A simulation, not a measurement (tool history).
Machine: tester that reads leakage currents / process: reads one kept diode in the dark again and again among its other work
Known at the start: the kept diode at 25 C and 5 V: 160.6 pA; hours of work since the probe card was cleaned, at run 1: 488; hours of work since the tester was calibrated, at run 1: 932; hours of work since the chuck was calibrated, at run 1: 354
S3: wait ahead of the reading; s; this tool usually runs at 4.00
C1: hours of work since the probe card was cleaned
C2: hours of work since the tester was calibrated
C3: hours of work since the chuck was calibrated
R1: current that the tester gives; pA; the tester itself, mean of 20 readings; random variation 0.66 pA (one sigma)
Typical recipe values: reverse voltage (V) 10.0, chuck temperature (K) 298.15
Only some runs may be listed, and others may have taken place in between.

Run 1, hour 0.0: usual settings; C1 488; C2 932; C3 354. Result: R1 219.77 pA.
Run 2, hour 38.6: usual settings but S3 1.67 s; C1 509; C2 953; C3 376. Result: R1 219.75 pA.
Run 3, hour 58.5: usual settings but reverse voltage (V) 3.1, S3 1.67 s; C1 520; C2 964; C3 387. Result: R1 129.85 pA.
Run 4, hour 100.3: usual settings but reverse voltage (V) 3.1, S3 1.67 s; C1 544; C2 987; C3 410. Result: R1 129.92 pA.
Run 5, hour 137.9: usual settings but reverse voltage (V) 3.1, S3 1.67 s; C1 565; C2 1008; C3 431. Result: R1 130.51 pA.
Run 6, hour 161.3: usual settings but reverse voltage (V) 3.1, S3 1.67 s; C1 578; C2 1022; C3 444. Result: R1 129.87 pA.
Run 7, hour 208.0: usual settings but S3 4.10 s; C1 604; C2 1048; C3 470. Result: R1 219.25 pA.
Run 8, hour 242.1: usual settings but S3 4.10 s; C1 623; C2 1067; C3 489. Result: R1 219.19 pA.
Run 9, hour 273.5: usual settings but S3 6.05 s; C1 640; C2 1084; C3 507. Result: R1 218.92 pA.
Run 10, hour 322.3: usual settings but reverse voltage (V) 1.5, S3 1.88 s; C1 668; C2 1111; C3 534. Result: R1 93.81 pA.
Run 11, hour 367.6: usual settings but reverse voltage (V) 5.7, chuck temperature (K) 310.15, S3 2.22 s; C1 693; C2 1137; C3 559. Result: R1 421.51 pA.
Run 12, hour 395.8: usual settings but reverse voltage (V) 7.1, chuck temperature (K) 304.15, S3 2.88 s; C1 709; C2 1152; C3 575. Result: R1 297.28 pA.
Run 13, hour 431.4: usual settings but reverse voltage (V) 7.1, chuck temperature (K) 304.15, S3 2.88 s; C1 728; C2 1172; C3 595. Result: R1 297.78 pA.
Run 14, hour 475.6: usual settings but reverse voltage (V) 13.8, chuck temperature (K) 296.15, S3 6.23 s; C1 753; C2 1197; C3 620. Result: R1 216.88 pA.
Run 15, hour 502.7: usual settings but reverse voltage (V) 13.8, chuck temperature (K) 296.15, S3 6.23 s; C1 768; C2 1212; C3 635. Result: R1 215.88 pA.
Run 16, hour 522.5: usual settings but chuck temperature (K) 305.15, S3 1.40 s; C1 779; C2 1223; C3 646. Result: R1 375.15 pA.
Run 17, hour 553.5: usual settings but chuck temperature (K) 305.15, S3 1.40 s; C1 797; C2 1240; C3 663. Result: R1 376.28 pA.

What if the next run were any one of these 3? Each begins from the tool's condition after run 17:
Run A, hour 581.1: usual settings but reverse voltage (V) 4.7, S3 2.53 s; C1 812; C2 1256; C3 678. Result: R1 ?.
Run B, hour 581.1: usual settings but reverse voltage (V) 3.9, chuck temperature (K) 307.15, S3 1.68 s; C1 812; C2 1256; C3 678. Result: R1 ?.
Run C, hour 581.1: usual settings but reverse voltage (V) 1.6, S3 1.40 s; C1 812; C2 1256; C3 678. Result: R1 ?.

run      R1
  A  156.01
  B  286.58
  C   96.34
Stripped of hidden state, with their random variation kept, the same runs would have yielded:
run      R1
  A  156.25
  B  287.02
  C   96.50

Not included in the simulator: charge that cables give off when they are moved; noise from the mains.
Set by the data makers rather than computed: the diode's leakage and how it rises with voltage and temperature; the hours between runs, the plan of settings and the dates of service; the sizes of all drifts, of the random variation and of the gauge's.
